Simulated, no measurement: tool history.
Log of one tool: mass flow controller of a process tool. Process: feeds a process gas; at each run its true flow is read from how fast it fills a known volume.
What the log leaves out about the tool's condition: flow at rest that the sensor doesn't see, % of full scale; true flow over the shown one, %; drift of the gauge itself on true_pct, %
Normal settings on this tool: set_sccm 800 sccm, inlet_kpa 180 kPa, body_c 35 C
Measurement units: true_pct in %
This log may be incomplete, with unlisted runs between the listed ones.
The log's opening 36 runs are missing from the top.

run,hour,set_sccm,inlet_kpa,body_c,hours of work since the controller was set to zero,hours of work since the controller was changed,true_pct
37,9805.5,497,209,28,1649,9385,100.03
38,10124.0,252,204,34,1787,9522,99.68
39,10287.5,252,204,34,1857,9593,100.13
40,10524.7,252,204,34,1960,9695,100.16
41,10792.4,252,204,34,2076,9811,100.00
# hour 10991.7: gauge calibrated
42,11009.4,252,204,34,2169,9905,98.55
43,11276.6,252,150,35,2285,10020,98.47
44,11617.0,800,184,40,2432,10168,101.28
45,12002.0,107,180,24,2598,10334,97.20
46,12280.2,109,210,24,2719,10454,97.48
47,12670.0,109,271,38,2887,10623,99.65

Here are 4 independent what-if runs from the current tool condition. What would each one return?
A,13040.3,800,180,28,3047,10783,?
B,13040.3,242,180,22,3047,10783,?
C,13040.3,108,253,27,3047,10783,?
D,13040.3,109,271,33,3047,10783,?

run,true_pct
A,100.45
B,97.76
C,98.40
D,99.33
Without the tool's hidden state the same runs would have given:
run,true_pct
A,99.76
B,97.08
C,97.71
D,98.64
